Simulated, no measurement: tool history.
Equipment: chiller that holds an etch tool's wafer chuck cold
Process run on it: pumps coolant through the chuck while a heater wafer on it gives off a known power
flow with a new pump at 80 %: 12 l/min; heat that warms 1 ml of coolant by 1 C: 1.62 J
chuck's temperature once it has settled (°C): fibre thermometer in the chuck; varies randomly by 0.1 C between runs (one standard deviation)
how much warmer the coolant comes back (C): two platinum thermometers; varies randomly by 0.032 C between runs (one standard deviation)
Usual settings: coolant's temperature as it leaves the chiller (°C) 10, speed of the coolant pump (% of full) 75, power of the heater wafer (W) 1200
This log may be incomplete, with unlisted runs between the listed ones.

run	hour	coolant's temperature as it leaves the chiller (°C)	speed of the coolant pump (% of full)	power of the heater wafer (W)	chuck's temperature once it has settled (°C)	how much warmer the coolant comes back (C)
1	0	10	75	1200	21.9	3.91
2	97.1	5	75	1200	17	3.93
3	191.1	5	75	1200	17	3.9
4	259.5	5	75	1200	16.9	3.87
5	333.7	5	75	1200	16.9	3.96
6	401.5	5	75	1200	16.9	3.91

For run 7, what comes out?
7	448.4	5	74	834	?	?

Run 7 produced chuck's temperature once it has settled (°C) 13.2, how much warmer the coolant comes back (C) 2.78.
Take away the tool's hidden state, keep the run-to-run variation as it was, and the same run would have given chuck's temperature once it has settled (°C) 12.8, how much warmer the coolant comes back (C) 2.79.
